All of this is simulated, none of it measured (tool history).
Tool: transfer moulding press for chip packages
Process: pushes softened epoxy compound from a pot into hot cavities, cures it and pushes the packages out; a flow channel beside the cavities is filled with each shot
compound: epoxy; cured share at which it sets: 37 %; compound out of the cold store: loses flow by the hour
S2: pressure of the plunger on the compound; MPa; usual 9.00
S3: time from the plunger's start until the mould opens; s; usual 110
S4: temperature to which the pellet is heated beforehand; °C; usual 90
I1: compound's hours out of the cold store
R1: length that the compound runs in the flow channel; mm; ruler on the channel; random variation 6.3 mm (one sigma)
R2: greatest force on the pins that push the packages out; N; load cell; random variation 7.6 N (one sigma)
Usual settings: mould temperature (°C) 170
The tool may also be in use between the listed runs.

{"run": 1, "hour": 0.0, "mould temperature (°C)": 170, "S2": 9.0, "S3": 110, "S4": 90, "I1": 35.9, "R1": 589, "R2": 485}
{"run": 2, "hour": 9.3, "mould temperature (°C)": 170, "S2": 9.0, "S3": 110, "S4": 90, "I1": 33.8, "R1": 600, "R2": 536}
{"hour": 13.2, "done": "cavities cleaned with cleaning compound and waxed"}
{"hour": 20.6, "done": "plunger's sealing rings changed"}
{"run": 3, "hour": 22.8, "mould temperature (°C)": 170, "S2": 9.0, "S3": 110, "S4": 90, "I1": 42.7, "R1": 607, "R2": 358}
{"run": 4, "hour": 27.1, "mould temperature (°C)": 171, "S2": 9.0, "S3": 110, "S4": 90, "I1": 21.0, "R1": 674, "R2": 386}
{"run": 5, "hour": 34.8, "mould temperature (°C)": 171, "S2": 9.0, "S3": 110, "S4": 90, "I1": 18.6, "R1": 699, "R2": 432}
{"run": 6, "hour": 43.2, "mould temperature (°C)": 171, "S2": 9.0, "S3": 110, "S4": 90, "I1": 25.4, "R1": 671, "R2": 465}
{"run": 7, "hour": 52.1, "mould temperature (°C)": 171, "S2": 9.0, "S3": 110, "S4": 90, "I1": 11.8, "R1": 721, "R2": 512}
{"hour": 62.5, "done": "cavities cleaned with cleaning compound and waxed"}
{"run": 8, "hour": 63.5, "mould temperature (°C)": 171, "S2": 9.0, "S3": 110, "S4": 90, "I1": 45.3, "R1": 604, "R2": 320}
{"run": 9, "hour": 73.0, "mould temperature (°C)": 171, "S2": 9.0, "S3": 110, "S4": 90, "I1": 17.9, "R1": 689, "R2": 397}
{"run": 10, "hour": 82.7, "mould temperature (°C)": 170, "S2": 9.0, "S3": 112, "S4": 90, "I1": 10.5, "R1": 734, "R2": 464}
{"run": 11, "hour": 88.0, "mould temperature (°C)": 166, "S2": 9.0, "S3": 110, "S4": 90, "I1": 32.5, "R1": 655, "R2": 571}
{"run": 12, "hour": 97.5, "mould temperature (°C)": 176, "S2": 9.0, "S3": 110, "S4": 82, "I1": 45.7, "R1": 586, "R2": 426}
{"run": 13, "hour": 102.6, "mould temperature (°C)": 176, "S2": 9.0, "S3": 110, "S4": 82, "I1": 44.8, "R1": 600, "R2": 434}
{"hour": 109.7, "done": "cavities cleaned with cleaning compound and waxed"}
{"run": 14, "hour": 112.3, "mould temperature (°C)": 176, "S2": 6.82, "S3": 123, "S4": 82, "I1": 11.5, "R1": 611, "R2": 291}
{"run": 15, "hour": 118.7, "mould temperature (°C)": 170, "S2": 6.82, "S3": 123, "S4": 97, "I1": 13.6, "R1": 614, "R2": 356}
{"run": 16, "hour": 124.4, "mould temperature (°C)": 170, "S2": 6.82, "S3": 123, "S4": 97, "I1": 10.8, "R1": 623, "R2": 387}
{"run": 17, "hour": 130.3, "mould temperature (°C)": 170, "S2": 6.82, "S3": 123, "S4": 97, "I1": 32.0, "R1": 563, "R2": 407}
{"run": 18, "hour": 138.6, "mould temperature (°C)": 170, "S2": 6.82, "S3": 123, "S4": 97, "I1": 23.6, "R1": 577, "R2": 428}
{"run": 19, "hour": 144.0, "mould temperature (°C)": 170, "S2": 7.72, "S3": 110, "S4": 84, "I1": 37.4, "R1": 580, "R2": 507}
{"run": 20, "hour": 153.9, "mould temperature (°C)": 176, "S2": 9.0, "S3": 110, "S4": 90, "I1": 32.7, "R1": 615, "R2": 475}
{"hour": 156.5, "done": "cavities cleaned with cleaning compound and waxed"}
{"run": 21, "hour": 160.4, "mould temperature (°C)": 166, "S2": 7.69, "S3": 93, "S4": 93, "I1": 16.2, "R1": 652, "R2": 624}

4 ways to go on from here, each from the tool as it stands after run 21. What would each give?
{"run": "A", "hour": 166.2, "mould temperature (°C)": 171, "S2": 8.58, "S3": 110, "S4": 83, "I1": 20.9, "R1": "?", "R2": "?"}
{"run": "B", "hour": 166.2, "mould temperature (°C)": 166, "S2": 10.42, "S3": 93, "S4": 93, "I1": 46.5, "R1": "?", "R2": "?"}
{"run": "C", "hour": 166.2, "mould temperature (°C)": 171, "S2": 9.0, "S3": 110, "S4": 90, "I1": 23.5, "R1": "?", "R2": "?"}
{"run": "D", "hour": 166.2, "mould temperature (°C)": 170, "S2": 9.17, "S3": 110, "S4": 95, "I1": 30.5, "R1": "?", "R2": "?"}

run=A R1=659 R2=381
run=B R1=644 R2=614
run=C R1=670 R2=376
run=D R1=658 R2=386
Without the tool's hidden state the same runs would have given:
run=A R1=677 R2=307
run=B R1=662 R2=490
run=C R1=689 R2=304
run=D R1=676 R2=312
